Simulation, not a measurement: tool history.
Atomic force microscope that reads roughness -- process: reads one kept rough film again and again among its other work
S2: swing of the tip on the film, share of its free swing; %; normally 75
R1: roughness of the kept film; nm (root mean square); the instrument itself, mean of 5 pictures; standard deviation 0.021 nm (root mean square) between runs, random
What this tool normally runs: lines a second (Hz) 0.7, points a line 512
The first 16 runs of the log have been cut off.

{"run": 17, "hour": 343.3, "lines a second (Hz)": 0.7, "S2": 75, "points a line": 987, "R1": 5.034}
{"run": 18, "hour": 362.0, "lines a second (Hz)": 0.7, "S2": 75, "points a line": 987, "R1": 4.939}
{"run": 19, "hour": 381.0, "lines a second (Hz)": 0.7, "S2": 75, "points a line": 987, "R1": 4.859}
{"run": 20, "hour": 406.9, "lines a second (Hz)": 0.7, "S2": 75, "points a line": 987, "R1": 4.754}
{"hour": 409.7, "done": "height scale calibrated on a step standard"}
{"run": 21, "hour": 431.4, "lines a second (Hz)": 2.85, "S2": 55, "points a line": 542, "R1": 4.637}
{"run": 22, "hour": 455.0, "lines a second (Hz)": 2.85, "S2": 55, "points a line": 542, "R1": 4.543}
{"run": 23, "hour": 468.3, "lines a second (Hz)": 1.399, "S2": 60, "points a line": 608, "R1": 4.518}
{"hour": 476.4, "done": "height scale calibrated on a step standard, once more"}
{"run": 24, "hour": 494.5, "lines a second (Hz)": 1.116, "S2": 86, "points a line": 386, "R1": 4.303}
{"run": 25, "hour": 519.8, "lines a second (Hz)": 0.757, "S2": 65, "points a line": 386, "R1": 4.391}
{"run": 26, "hour": 542.8, "lines a second (Hz)": 0.757, "S2": 65, "points a line": 386, "R1": 4.338}
{"hour": 550.0, "done": "new tip fitted"}
{"run": 27, "hour": 570.8, "lines a second (Hz)": 2.714, "S2": 81, "points a line": 259, "R1": 4.592}
{"run": 28, "hour": 596.6, "lines a second (Hz)": 0.868, "S2": 58, "points a line": 259, "R1": 4.938}
{"run": 29, "hour": 618.9, "lines a second (Hz)": 0.868, "S2": 83, "points a line": 980, "R1": 4.746}
{"run": 30, "hour": 640.0, "lines a second (Hz)": 1.024, "S2": 83, "points a line": 257, "R1": 4.612}
{"run": 31, "hour": 666.8, "lines a second (Hz)": 0.582, "S2": 88, "points a line": 575, "R1": 4.599}
{"run": 32, "hour": 693.4, "lines a second (Hz)": 0.582, "S2": 88, "points a line": 575, "R1": 4.494}
{"run": 33, "hour": 708.1, "lines a second (Hz)": 0.582, "S2": 88, "points a line": 575, "R1": 4.435}
{"run": 34, "hour": 728.2, "lines a second (Hz)": 0.582, "S2": 88, "points a line": 575, "R1": 4.345}
{"run": 35, "hour": 752.2, "lines a second (Hz)": 1.317, "S2": 75, "points a line": 535, "R1": 4.285}
{"run": 36, "hour": 773.8, "lines a second (Hz)": 2.27, "S2": 75, "points a line": 284, "R1": 4.054}
{"hour": 779.7, "done": "new tip fitted"}
{"run": 37, "hour": 802.6, "lines a second (Hz)": 2.27, "S2": 75, "points a line": 284, "R1": 4.761}
{"run": 38, "hour": 815.3, "lines a second (Hz)": 0.636, "S2": 78, "points a line": 284, "R1": 4.914}
{"run": 39, "hour": 829.1, "lines a second (Hz)": 1.105, "S2": 60, "points a line": 355, "R1": 4.907}

What if the next run were any one of these 3? Each begins from the tool's condition after run 39:
{"run": "A", "hour": 842.3, "lines a second (Hz)": 1.445, "S2": 58, "points a line": 277, "R1": "?"}
{"run": "B", "hour": 842.3, "lines a second (Hz)": 1.694, "S2": 75, "points a line": 512, "R1": "?"}
{"run": "C", "hour": 842.3, "lines a second (Hz)": 2.359, "S2": 63, "points a line": 480, "R1": "?"}

run=A R1=4.84
run=B R1=4.718
run=C R1=4.775
With the hidden condition removed and each run's random variation left untouched, the same runs would have given:
run=A R1=5.14
run=B R1=5.011
run=C R1=5.072

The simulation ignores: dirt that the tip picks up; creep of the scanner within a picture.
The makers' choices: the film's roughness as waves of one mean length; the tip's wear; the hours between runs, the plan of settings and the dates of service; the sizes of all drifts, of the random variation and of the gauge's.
